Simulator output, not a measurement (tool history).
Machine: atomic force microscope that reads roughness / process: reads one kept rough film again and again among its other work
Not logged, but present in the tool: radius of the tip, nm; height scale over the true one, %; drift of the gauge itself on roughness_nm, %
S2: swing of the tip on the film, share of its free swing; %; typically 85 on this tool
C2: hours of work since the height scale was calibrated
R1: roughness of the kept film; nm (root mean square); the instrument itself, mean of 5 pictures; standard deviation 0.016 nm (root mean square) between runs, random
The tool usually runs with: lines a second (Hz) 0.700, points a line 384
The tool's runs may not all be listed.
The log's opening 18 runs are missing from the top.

Run 19, hour 190.5: usual settings but lines a second (Hz) 0.907, S2 79 %, points a line 297; pictures with this tip 312; C2 8. Result: R1 2.549 nm (root mean square).
Run 20, hour 204.7: usual settings but lines a second (Hz) 0.907, S2 89 %, points a line 603; pictures with this tip 336; C2 18. Result: R1 2.396 nm (root mean square).
At hour 208.0: new tip fitted.
Run 21, hour 211.8: usual settings but lines a second (Hz) 1.478, points a line 356; pictures with this tip 6; C2 22. Result: R1 3.505 nm (root mean square).
Run 22, hour 224.3: usual settings but lines a second (Hz) 0.784, S2 61 %, points a line 525; pictures with this tip 27; C2 31. Result: R1 3.789 nm (root mean square).
Run 23, hour 237.1: usual settings but points a line 596; pictures with this tip 49; C2 40. Result: R1 3.503 nm (root mean square).
Run 24, hour 248.1: usual settings but lines a second (Hz) 0.531, S2 64 %, points a line 423; pictures with this tip 68; C2 47. Result: R1 3.575 nm (root mean square).
Run 25, hour 257.4: usual settings but lines a second (Hz) 0.672, S2 74 %, points a line 440; pictures with this tip 84; C2 54. Result: R1 3.421 nm (root mean square).
Run 26, hour 270.4: usual settings but lines a second (Hz) 0.672, S2 74 %, points a line 440; pictures with this tip 106; C2 63. Result: R1 3.320 nm (root mean square).
Run 27, hour 284.9: usual settings but lines a second (Hz) 0.832, S2 65 %, points a line 440; pictures with this tip 131; C2 73. Result: R1 3.185 nm (root mean square).
Run 28, hour 293.0: usual settings but lines a second (Hz) 0.832, S2 71 %, points a line 473; pictures with this tip 145; C2 79. Result: R1 3.139 nm (root mean square).
Run 29, hour 299.8: usual settings but lines a second (Hz) 0.832, S2 71 %, points a line 473; pictures with this tip 156; C2 83. Result: R1 3.095 nm (root mean square).
Run 30, hour 307.0: usual settings but lines a second (Hz) 2.481, points a line 364; pictures with this tip 169; C2 88. Result: R1 2.561 nm (root mean square).
Run 31, hour 314.8: usual settings but lines a second (Hz) 0.551, S2 74 %, points a line 799; pictures with this tip 182; C2 94. Result: R1 3.024 nm (root mean square).
Run 32, hour 321.0: usual settings but lines a second (Hz) 0.551, S2 74 %, points a line 799; pictures with this tip 192; C2 98. Result: R1 2.984 nm (root mean square).
Run 33, hour 333.4: usual settings but lines a second (Hz) 2.919; pictures with this tip 214; C2 107. Result: R1 2.332 nm (root mean square).

Alternative continuations, all from the tool just after run 33; predict every row:
Run A, hour 346.6: usual settings but points a line 1023; pictures with this tip 236; C2 116. Result: R1 ?.
Run B, hour 346.6: usual settings but lines a second (Hz) 1.492; pictures with this tip 236; C2 116. Result: R1 ?.
Run C, hour 346.6: usual settings but points a line 828; pictures with this tip 236; C2 116. Result: R1 ?.
Run D, hour 346.6: usual settings but lines a second (Hz) 1.645, S2 55 %, points a line 561; pictures with this tip 236; C2 116. Result: R1 ?.

run     R1
  A  2.739
  B  2.535
  C  2.723
  D  2.836
With no hidden state in the tool, these same runs would have given:
run     R1
  A  3.921
  B  3.634
  C  3.903
  D  4.065

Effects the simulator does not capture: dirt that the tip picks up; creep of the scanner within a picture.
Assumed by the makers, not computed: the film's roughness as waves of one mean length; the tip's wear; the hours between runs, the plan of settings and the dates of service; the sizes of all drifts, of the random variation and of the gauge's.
